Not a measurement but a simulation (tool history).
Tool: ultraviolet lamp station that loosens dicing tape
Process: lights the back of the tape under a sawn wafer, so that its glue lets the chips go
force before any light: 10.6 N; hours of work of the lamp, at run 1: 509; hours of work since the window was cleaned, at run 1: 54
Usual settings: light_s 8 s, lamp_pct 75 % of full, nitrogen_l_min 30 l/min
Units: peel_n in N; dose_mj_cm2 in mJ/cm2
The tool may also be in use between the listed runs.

run,hour,light_s,lamp_pct,nitrogen_l_min,hours of work of the lamp,hours of work since the window was cleaned,peel_n,dose_mj_cm2
1,0,8,75,30,509,54,1.221,372
2,23.6,8,75,30,522,67,1.212,377
3,49,8,75,30,536,81,1.186,374
4,62.8,8,86,30,544,89,0.892,435
5,76.9,7,75,30,552,97,1.606,333
6,110,8,75,30,570,115,1.238,372
7,124.2,8,75,30,578,123,1.247,375
8,139.1,8,75,30,587,132,1.169,377
9,161.3,8,75,30,599,144,1.182,381
10,190.6,8,75,30,615,160,1.212,377
11,217.3,8,75,30,630,175,1.223,375
12,241.4,8,75,30,644,189,1.216,379
13,274.9,8,75,30,662,207,1.22,372
14,290.2,8,75,28,671,216,1.255,384
15,308,8,75,28,681,226,1.359,376
16,324.6,9,63,21,690,235,1.73,358
17,352.5,6,94,18,706,250,1.962,357

Run 18 comes next. What will it give?
18,380.2,8,94,30,721,266,?,?

{"run 18": {"peel_n": 0.711, "dose_mj_cm2": 476}}
Without the tool's hidden state the same run would have given peel_n 0.707 N, dose_mj_cm2 477 mJ/cm2.
